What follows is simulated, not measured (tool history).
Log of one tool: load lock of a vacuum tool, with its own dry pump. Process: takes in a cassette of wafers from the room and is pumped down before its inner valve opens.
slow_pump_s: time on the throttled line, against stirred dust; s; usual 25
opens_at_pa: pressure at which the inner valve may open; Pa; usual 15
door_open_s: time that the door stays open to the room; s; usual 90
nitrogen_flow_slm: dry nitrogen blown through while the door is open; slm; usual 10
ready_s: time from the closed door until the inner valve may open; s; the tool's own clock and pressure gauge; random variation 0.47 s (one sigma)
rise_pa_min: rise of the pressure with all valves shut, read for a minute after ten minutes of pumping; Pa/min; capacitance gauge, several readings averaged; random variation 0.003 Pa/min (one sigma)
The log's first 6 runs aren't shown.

| run | hour | slow_pump_s | opens_at_pa | door_open_s | nitrogen_flow_slm | incoming humidity of the room's air, % | ready_s | rise_pa_min |
|---|---|---|---|---|---|---|---|---|
| 7 | 476.6 | 25 | 15 | 90 | 10 | 45.2 | 67.6 | 0.07 |
| 8 | 558.8 | 25 | 15 | 90 | 10 | 45.5 | 68.7 | 0.074 |
| 9 | 632 | 25 | 15 | 90 | 10 | 44.4 | 68.6 | 0.069 |
| 10 | 740.2 | 25 | 15 | 90 | 40 | 45.4 | 68.8 | 0.049 |
| 11 | 804.4 | 25 | 15 | 90 | 40 | 44.7 | 68.3 | 0.043 |
| 12 | 869.5 | 25 | 15 | 90 | 26 | 45.9 | 68.4 | 0.052 |
| 13 | 934.1 | 25 | 15 | 28 | 26 | 44.6 | 68.9 | 0.033 |
| 14 | 1055.9 | 25 | 15 | 90 | 9 | 44.9 | 69.4 | 0.078 |
| 15 | 1159.7 | 25 | 15 | 90 | 9 | 44.9 | 68.1 | 0.084 |
| 16 | 1215 | 25 | 15 | 90 | 9 | 43.3 | 70 | 0.077 |
| 17 | 1274.7 | 25 | 15 | 90 | 9 | 46.4 | 69.1 | 0.084 |
| 18 | 1330.8 | 25 | 15 | 90 | 9 | 45.6 | 68.8 | 0.089 |
| 19 | 1384.6 | 13 | 30 | 48 | 15 | 44.5 | 56.1 | 0.056 |
| 20 | 1497.9 | 13 | 30 | 153 | 9 | 45.3 | 57.4 | 0.103 |
| 21 | 1560.6 | 13 | 30 | 153 | 9 | 39.4 | 57.7 | 0.101 |
| 22 | 1657.2 | 13 | 30 | 153 | 9 | 47.3 | 57.1 | 0.117 |
| 23 | 1735 | 23 | 22 | 90 | 10 | 42.1 | 66.1 | 0.083 |
| 24 | 1816.7 | 25 | 15 | 90 | 19 | 45.7 | 69 | 0.071 |
| 25 | 1907.4 | 25 | 15 | 90 | 19 | 41.8 | 70 | 0.07 |
| 26 | 2007.9 | 32 | 21 | 59 | 24 | 43 | 72 | 0.065 |
| 27 | 2078.6 | 21 | 29 | 59 | 24 | 45.6 | 62.5 | 0.062 |
| 28 | 2158.4 | 21 | 29 | 59 | 24 | 47.3 | 63 | 0.067 |
| 29 | 2256.8 | 21 | 29 | 59 | 24 | 42 | 62.8 | 0.069 |
| 30 | 2355.6 | 16 | 21 | 95 | 16 | 43.9 | 62.4 | 0.089 |

Run 31 comes next. What will it give?
| 31 | 2447.4 | 17 | 14 | 67 | 42 | 45.2 | ? | ? |

{"run 31": {"ready_s": 66.4, "rise_pa_min": 0.071}}
Without the tool's hidden state the same run would have given ready_s 55.7 s, rise_pa_min 0.018 Pa/min.
